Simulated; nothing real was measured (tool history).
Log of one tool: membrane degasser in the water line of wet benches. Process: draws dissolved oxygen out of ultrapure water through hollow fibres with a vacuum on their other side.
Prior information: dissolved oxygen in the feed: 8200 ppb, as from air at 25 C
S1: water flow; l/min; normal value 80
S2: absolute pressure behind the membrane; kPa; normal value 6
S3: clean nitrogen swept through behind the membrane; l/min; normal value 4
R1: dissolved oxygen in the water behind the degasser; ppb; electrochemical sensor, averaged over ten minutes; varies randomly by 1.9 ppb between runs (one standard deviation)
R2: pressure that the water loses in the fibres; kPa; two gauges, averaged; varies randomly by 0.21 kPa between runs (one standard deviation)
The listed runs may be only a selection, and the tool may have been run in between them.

run 1 hour=0 | S1=80 S2=6 S3=4 | R1=186.3 R2=49.93
run 2 hour=65.8 | S1=80 S2=6 S3=4 | R1=186.7 R2=49.97
run 3 hour=138.2 | S1=80 S2=6 S3=4 | R1=188.8 R2=49.9
run 4 hour=185 | S1=80 S2=6 S3=2.98 | R1=221.1 R2=49.89
run 5 hour=223.5 | S1=80 S2=6 S3=2.98 | R1=222 R2=49.81
run 6 hour=267.7 | S1=80 S2=6.7 S3=2.98 | R1=265 R2=49.94

Run 7 comes next. What will it give?
run 7 hour=305 | S1=80 S2=12.46 S3=2.51 | R1=? R2=?

R1: 631.9 ppb
R2: 50.19 kPa
The same run, on a tool lacking any hidden state, would have yielded R1 631.7 ppb, R2 50.01 kPa.

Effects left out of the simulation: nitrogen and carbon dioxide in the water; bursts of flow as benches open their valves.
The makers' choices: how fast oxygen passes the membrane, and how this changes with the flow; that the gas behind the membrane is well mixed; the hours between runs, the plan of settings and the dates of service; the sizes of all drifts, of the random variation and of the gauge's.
